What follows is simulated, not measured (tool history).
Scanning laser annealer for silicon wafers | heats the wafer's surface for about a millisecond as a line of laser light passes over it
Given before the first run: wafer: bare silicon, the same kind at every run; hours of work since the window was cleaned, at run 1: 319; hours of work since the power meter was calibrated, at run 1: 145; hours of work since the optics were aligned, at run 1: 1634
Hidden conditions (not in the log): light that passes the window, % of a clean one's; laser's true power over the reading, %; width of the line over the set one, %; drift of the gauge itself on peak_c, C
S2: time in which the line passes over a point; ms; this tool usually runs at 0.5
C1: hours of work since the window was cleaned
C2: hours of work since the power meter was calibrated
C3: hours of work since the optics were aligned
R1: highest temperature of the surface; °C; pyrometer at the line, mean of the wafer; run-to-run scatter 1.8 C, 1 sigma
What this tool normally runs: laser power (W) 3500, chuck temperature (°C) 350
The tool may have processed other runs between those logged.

Run 1, hour 0: usual settings; C1 319; C2 145; C3 1634. Result: R1 1034 °C.
Run 2, hour 9.7: usual settings but S2 0.594 ms; C1 323; C2 149; C3 1638. Result: R1 1097 °C.
Run 3, hour 20.9: usual settings but S2 0.594 ms; C1 328; C2 154; C3 1643. Result: R1 1096 °C.
Run 4, hour 35: usual settings but S2 0.594 ms; C1 335; C2 161; C3 1650. Result: R1 1098 °C.
Run 5, hour 42.5: usual settings but S2 0.594 ms; C1 338; C2 164; C3 1653. Result: R1 1095 °C.
Run 6, hour 54.6: usual settings but S2 0.373 ms; C1 344; C2 170; C3 1659. Result: R1 932 °C.
Run 7, hour 66.9: usual settings but S2 0.373 ms; C1 349; C2 176; C3 1664. Result: R1 928 °C.
Run 8, hour 79.9: usual settings but S2 0.373 ms; C1 355; C2 182; C3 1670. Result: R1 931 °C.
Run 9, hour 97.7: usual settings but S2 0.373 ms; C1 364; C2 190; C3 1678. Result: R1 931 °C.
Run 10, hour 107.1: usual settings but S2 0.373 ms; C1 368; C2 194; C3 1683. Result: R1 929 °C.
Run 11, hour 114.6: usual settings but laser power (W) 3245, S2 0.59 ms, chuck temperature (°C) 382; C1 371; C2 198; C3 1686. Result: R1 1063 °C.
Run 12, hour 128.4: usual settings but laser power (W) 3766, S2 0.59 ms, chuck temperature (°C) 337; C1 378; C2 204; C3 1692. Result: R1 1142 °C.
Run 13, hour 137.2: usual settings but laser power (W) 3058, S2 0.59 ms; C1 382; C2 208; C3 1697. Result: R1 986 °C.
At hour 141.9: laser's power meter calibrated.
Run 14, hour 155.6: usual settings but laser power (W) 3058, S2 0.59 ms; C1 389; C2 6; C3 1704. Result: R1 984 °C.
Run 15, hour 167.5: usual settings but laser power (W) 3357; C1 394; C2 12; C3 1709. Result: R1 996 °C.
Run 16, hour 184.1: usual settings but laser power (W) 3673, chuck temperature (°C) 315; C1 402; C2 19; C3 1717. Result: R1 1027 °C.
At hour 192.5: laser's power meter calibrated, once more.
Run 17, hour 203.6: usual settings but laser power (W) 3436, S2 0.376 ms, chuck temperature (°C) 315; C1 409; C2 5; C3 1724. Result: R1 882 °C.
Run 18, hour 216.3: usual settings but laser power (W) 3766, S2 0.391 ms, chuck temperature (°C) 313; C1 415; C2 11; C3 1730. Result: R1 956 °C.
Run 19, hour 230: usual settings but laser power (W) 3766, S2 0.391 ms, chuck temperature (°C) 313; C1 422; C2 17; C3 1736. Result: R1 951 °C.

Some steps in R1 between neighbouring runs. How much of each would the tool show without its hidden state too (settings, what came in, random variation), and how much is left for the hidden state, with any gauge scatter that isn't in both results?
Run 5 -> 6: S2 0.594 -> 0.373. R1 -163 °C: hidden state +5, all else -168.
Run 12 -> 13: laser power (W) 3766 -> 3058, chuck temperature (°C) 337 -> 350. R1 -156 °C: hidden state +6, all else -162.
